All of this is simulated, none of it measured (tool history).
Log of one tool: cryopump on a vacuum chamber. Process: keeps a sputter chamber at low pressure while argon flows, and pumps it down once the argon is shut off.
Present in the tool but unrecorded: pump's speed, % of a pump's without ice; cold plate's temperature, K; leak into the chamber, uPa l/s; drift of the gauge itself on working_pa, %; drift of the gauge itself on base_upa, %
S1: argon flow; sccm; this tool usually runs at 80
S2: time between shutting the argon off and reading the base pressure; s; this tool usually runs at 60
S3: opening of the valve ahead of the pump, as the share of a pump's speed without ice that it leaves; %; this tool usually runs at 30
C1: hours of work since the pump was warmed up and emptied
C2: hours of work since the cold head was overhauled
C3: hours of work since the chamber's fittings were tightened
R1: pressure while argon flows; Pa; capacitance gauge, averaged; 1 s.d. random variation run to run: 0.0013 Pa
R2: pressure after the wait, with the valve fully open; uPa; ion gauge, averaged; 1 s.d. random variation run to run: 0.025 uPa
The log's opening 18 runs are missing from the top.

run      day  S1   S2  S3    C1    C2    C3      R1    R2
 19   58.225  80  214  30   873   873  1015  0.3289  1.05
 20   60.708  80  214  30   905   905  1048  0.3275  1.03
 21   64.129  80  214  30   950   950  1092  0.3303  1.17
 22   66.367  90  214  45   979   979  1122  0.2565  1.15
 23   69.708  80  120  23  1023  1023  1165  0.4246  1.37
 24   73.383  80  120  23  1071  1071  1213  0.4291  1.39
 25   77.296  80  120  23  1122  1122  1264  0.4288  1.46
      80.104  -- pump warmed up, emptied and cooled again
 26       81  80  106  47    12  1167  1310  0.1986  1.27
 27   82.954  80  106  47    37  1193  1335  0.2003  1.35
 28   87.004  80   26  17    90  1246  1388  0.5466  2.77
 29   88.825  65   38  17   114  1269  1412  0.4469  2.24
 30   91.379  80  267  16   147  1303  1445   0.581  1.13
 31   93.508  42   77  16   175  1330  1473  0.3051  1.59
 32    97.75  80   43  30   230  1386  1528  0.3136  2.13
 33  100.279  80   59  49   263  1419  1561  0.1946  1.84
 34   104.65  80   59  49   320  1476  1618  0.1957  1.86

Alternative continuations, all from the tool just after run 34; predict every row:
  A  108.696  80   36  30  373  1528  1671   ?   ?
  B  108.696  80   25  39  373  1528  1671   ?   ?
  C  108.696  80  138  16  373  1528  1671   ?   ?

run      R1    R2
  A   0.317  2.46
  B  0.2456  3.04
  C  0.5874  1.47
Had the tool no hidden state, the same runs would have come out as:
run      R1    R2
  A  0.3087  1.55
  B  0.2374  2.14
  C  0.5791  0.55

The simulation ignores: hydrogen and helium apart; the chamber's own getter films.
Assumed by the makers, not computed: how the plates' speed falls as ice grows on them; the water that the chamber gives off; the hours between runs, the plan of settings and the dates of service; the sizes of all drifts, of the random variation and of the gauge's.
